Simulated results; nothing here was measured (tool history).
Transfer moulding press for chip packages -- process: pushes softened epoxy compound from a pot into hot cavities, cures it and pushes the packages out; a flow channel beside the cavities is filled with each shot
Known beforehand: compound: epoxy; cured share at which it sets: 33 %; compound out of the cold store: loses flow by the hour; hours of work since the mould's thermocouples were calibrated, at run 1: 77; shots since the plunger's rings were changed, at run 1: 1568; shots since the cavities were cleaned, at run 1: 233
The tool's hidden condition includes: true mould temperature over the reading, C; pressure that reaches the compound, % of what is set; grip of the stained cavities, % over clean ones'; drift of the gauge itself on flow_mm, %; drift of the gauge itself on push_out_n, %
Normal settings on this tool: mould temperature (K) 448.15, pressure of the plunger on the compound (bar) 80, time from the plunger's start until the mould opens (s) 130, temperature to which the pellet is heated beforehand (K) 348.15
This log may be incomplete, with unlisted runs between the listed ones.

run	hour	mould temperature (K)	pressure of the plunger on the compound (bar)	time from the plunger's start until the mould opens (s)	temperature to which the pellet is heated beforehand (K)	hours of work since the mould's thermocouples were calibrated	shots since the plunger's rings were changed	shots since the cavities were cleaned	incoming compound's hours out of the cold store	length that the compound runs in the flow channel (mm)	greatest force on the pins that push the packages out (N)
1	0	448.15	80	130	348.15	77	1568	233	37.1	889	510
2	9	448.15	81.7	130	348.15	84	1657	322	47.3	860	540
3	22.5	449.15	81.7	130	348.15	94	1791	456	38.3	892	578
4	33.7	449.15	81.7	130	348.15	102	1902	567	17.3	986	647
5	43.2	449.15	81.7	130	348.15	109	1996	661	17.6	983	681
6	53.2	448.15	80	113	348.15	116	2095	760	35.2	896	962
7	65.5	448.15	80	113	348.15	125	2217	882	18.8	966	1028
8	74.8	448.15	80	113	348.15	132	2309	974	41.3	881	949
9	81.8	448.15	80	130	348.15	137	2379	1044	8.8	1013	860
# hour 89.9: cavities cleaned with cleaning compound and waxed
10	95.7	448.15	80	130	348.15	146	2501	57	46.5	851	394
11	107.1	448.15	80	130	348.15	154	2614	170	16.4	979	512
12	117.5	448.15	80	130	348.15	162	2717	273	37.1	883	544
13	126.4	448.15	80	130	348.15	168	2806	362	26.8	932	583
# hour 129.2: mould's thermocouples calibrated
14	139.7	448.15	80	130	348.15	8	2917	473	20.9	954	636
# hour 150.4: mould's thermocouples calibrated, once more
# hour 157.2: plunger's sealing rings changed
15	157.9	448.15	80	130	348.15	4	7	609	44.6	885	622
16	171.2	448.15	80	130	341.15	13	139	741	25.6	968	685
17	181.6	454.15	80	130	348.15	21	241	843	28.2	937	586
18	188.1	443.15	85.4	133	352.15	26	306	908	8.3	1099	1033
19	197.1	443.15	85.4	133	352.15	32	395	997	8.3	1101	1025
20	202.9	448.15	80	139	348.15	37	452	1054	46.2	879	660
# hour 209.6: cavities cleaned with cleaning compound and waxed
21	211.9	443.15	98	112	355.15	42	527	23	19.4	1124	755
22	220.8	443.15	98	112	355.15	49	615	111	32.4	1037	846
23	232.3	452.15	80	111	348.15	57	729	225	13	1009	582
24	243.8	448.15	80	145	348.15	65	843	339	22.2	971	479
25	253.2	448.15	89.3	159	348.15	72	936	432	25	1011	485
26	260.6	451.15	80	126	344.15	78	1009	505	40.3	888	543

Run 27, settings as shown, results not yet in. Your forecast:
27	274.3	452.15	68	126	343.15	88	1145	641	37	?	?

{"run 27": {"length that the compound runs in the flow channel (mm)": 826, "greatest force on the pins that push the packages out (N)": 580}}
With the hidden condition absent and the run-to-run variation left alone, this run would have shown length that the compound runs in the flow channel (mm) 839, greatest force on the pins that push the packages out (N) 310.
